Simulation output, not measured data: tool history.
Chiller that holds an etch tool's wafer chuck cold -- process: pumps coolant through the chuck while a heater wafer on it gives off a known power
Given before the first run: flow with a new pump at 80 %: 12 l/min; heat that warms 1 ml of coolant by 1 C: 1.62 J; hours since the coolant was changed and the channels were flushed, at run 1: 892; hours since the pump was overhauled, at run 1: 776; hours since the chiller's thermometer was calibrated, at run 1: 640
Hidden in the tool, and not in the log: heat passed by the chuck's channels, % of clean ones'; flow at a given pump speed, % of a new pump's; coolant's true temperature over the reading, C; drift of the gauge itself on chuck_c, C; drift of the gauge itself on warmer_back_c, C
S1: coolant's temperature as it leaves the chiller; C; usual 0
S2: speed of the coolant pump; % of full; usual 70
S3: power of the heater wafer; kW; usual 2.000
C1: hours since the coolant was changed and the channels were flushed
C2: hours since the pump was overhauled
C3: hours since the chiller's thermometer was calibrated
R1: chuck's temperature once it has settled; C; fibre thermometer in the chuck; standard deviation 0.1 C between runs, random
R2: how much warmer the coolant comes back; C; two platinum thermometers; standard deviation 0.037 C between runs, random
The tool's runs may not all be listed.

run   hour  S1  S2     S3    C1    C2    C3    R1    R2
  1    0.0   0  70  2.000   892   776   640  22.9  7.21
  2   35.6  -9  70  2.000   927   812   676  13.7  7.20
  3   73.4  -9  70  2.000   965   850   713  14.1  7.18
  4  101.7   0  70  2.000   993   878   742  23.0  7.16
  5  143.4   0  79  2.000  1035   920   783  21.1  6.30
  6  187.3   0  79  2.000  1079   964   827  21.0  6.38
  7  216.5   0  70  2.000  1108   993   857  22.8  7.20
  8  256.8   0  70  2.000  1149  1033   897  22.9  7.28
  9  289.9   0  70  2.000  1182  1066   930  23.1  7.23
 10  318.7   0  70  2.000  1210  1095   959  22.8  7.24
 11  342.3   0  70  2.000  1234  1119   982  22.9  7.30
 12  365.6   0  70  2.000  1257  1142  1006  23.2  7.32
 13  390.0   4  70  2.000  1282  1166  1030  27.0  7.29
 14  425.7   0  70  2.000  1317  1202  1066  22.9  7.33
 15  468.6   0  70  2.000  1360  1245  1109  22.9  7.39
 16  508.2   0  70  2.000  1400  1284  1148  23.0  7.31
 17  527.0   0  70  2.000  1419  1303  1167  22.9  7.40
 18  552.2   0  66  2.000  1444  1328  1192  24.0  7.90
 19  578.8   0  66  2.000  1471  1355  1219  24.0  7.93
 20  613.3   0  66  2.000  1505  1390  1253  23.9  7.87
 21  643.1  -3  70  2.467  1535  1419  1283  25.3  9.08
 22  671.5  10  69  2.467  1563  1448  1311  38.6  9.30
 23  705.0   1  83  2.000  1597  1481  1345  21.2  6.17
 24  729.6   7  62  1.046  1621  1506  1370  20.1  4.53
 25  762.0   7  62  1.046  1654  1538  1402  20.0  4.59
 26  787.3   7  62  1.046  1679  1564  1427  20.1  4.62
 27  805.1   7  62  1.046  1697  1581  1445  20.1  4.63
 28  834.1   5  75  1.492  1726  1610  1474  21.5  5.33
 29  871.2  -5  71  2.039  1763  1647  1511  18.2  7.55
 30  909.7  -3  98  2.899  1801  1686  1550  22.8  7.52
 31  945.6  -9  77  2.098  1837  1722  1586  13.3  7.22
 32  971.0  -9  77  2.098  1863  1747  1611  13.4  7.13

The logged runs with the hidden state left out (each run's random variation unchanged):
run    R2
  1  7.21
  2  7.18
  3  7.15
  4  7.12
  5  6.24
  6  6.30
  7  7.11
  8  7.17
  9  7.10
 10  7.11
 11  7.15
 12  7.16
 13  7.12
 14  7.15
 15  7.19
 16  7.09
 17  7.18
 18  7.67
 19  7.68
 20  7.61
 21  8.80
 22  9.01
 23  5.87
 24  4.22
 25  4.27
 26  4.29
 27  4.29
 28  4.97
 29  7.18
 30  7.13
 31  6.82
 32  6.72
R1: differs from the measured result by no more than 0.1 C in any run.

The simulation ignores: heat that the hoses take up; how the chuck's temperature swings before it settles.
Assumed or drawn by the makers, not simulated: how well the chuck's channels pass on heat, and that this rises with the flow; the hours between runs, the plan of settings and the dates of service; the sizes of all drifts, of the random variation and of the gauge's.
